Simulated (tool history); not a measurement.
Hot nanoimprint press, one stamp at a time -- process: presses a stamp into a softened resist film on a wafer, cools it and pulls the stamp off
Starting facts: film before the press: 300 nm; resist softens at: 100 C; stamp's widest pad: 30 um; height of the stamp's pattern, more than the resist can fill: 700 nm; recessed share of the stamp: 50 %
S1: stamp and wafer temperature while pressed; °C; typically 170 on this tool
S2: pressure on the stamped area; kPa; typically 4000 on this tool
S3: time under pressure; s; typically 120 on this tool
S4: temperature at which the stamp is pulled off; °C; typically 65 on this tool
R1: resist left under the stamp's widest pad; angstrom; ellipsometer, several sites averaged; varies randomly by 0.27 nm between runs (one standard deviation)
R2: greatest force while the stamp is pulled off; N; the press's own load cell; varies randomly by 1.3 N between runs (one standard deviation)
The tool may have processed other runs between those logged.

run	hour	S1	S2	S3	S4	R1	R2
1	0.0	170	4000	120	65	1776	156
2	14.4	170	4000	120	65	1772	157
3	36.2	170	4000	120	65	1766	158
4	60.9	170	4000	120	65	1762	157
5	79.0	170	4000	120	65	1767	158
6	90.8	170	4000	120	65	1764	159
7	105.2	170	4150	120	65	1732	157
8	118.5	170	4000	120	65	1761	158
9	133.0	170	4000	120	65	1765	158
# hour 147.4: stamp cleaned and given a new release coat
10	153.1	170	4000	120	65	1761	155
11	171.8	170	4000	120	65	1767	156
12	192.6	170	4000	120	65	1760	154
13	218.0	174	2640	149	65	1729	156
14	231.0	167	4540	136	67	1794	148

Forecast run 15:
15	248.2	180	4850	136	53	?	?

Run 15 came out at R1 999 angstrom, R2 202 N.
With no hidden state in the tool, this same run would have given R1 1008 angstrom, R2 202 N.

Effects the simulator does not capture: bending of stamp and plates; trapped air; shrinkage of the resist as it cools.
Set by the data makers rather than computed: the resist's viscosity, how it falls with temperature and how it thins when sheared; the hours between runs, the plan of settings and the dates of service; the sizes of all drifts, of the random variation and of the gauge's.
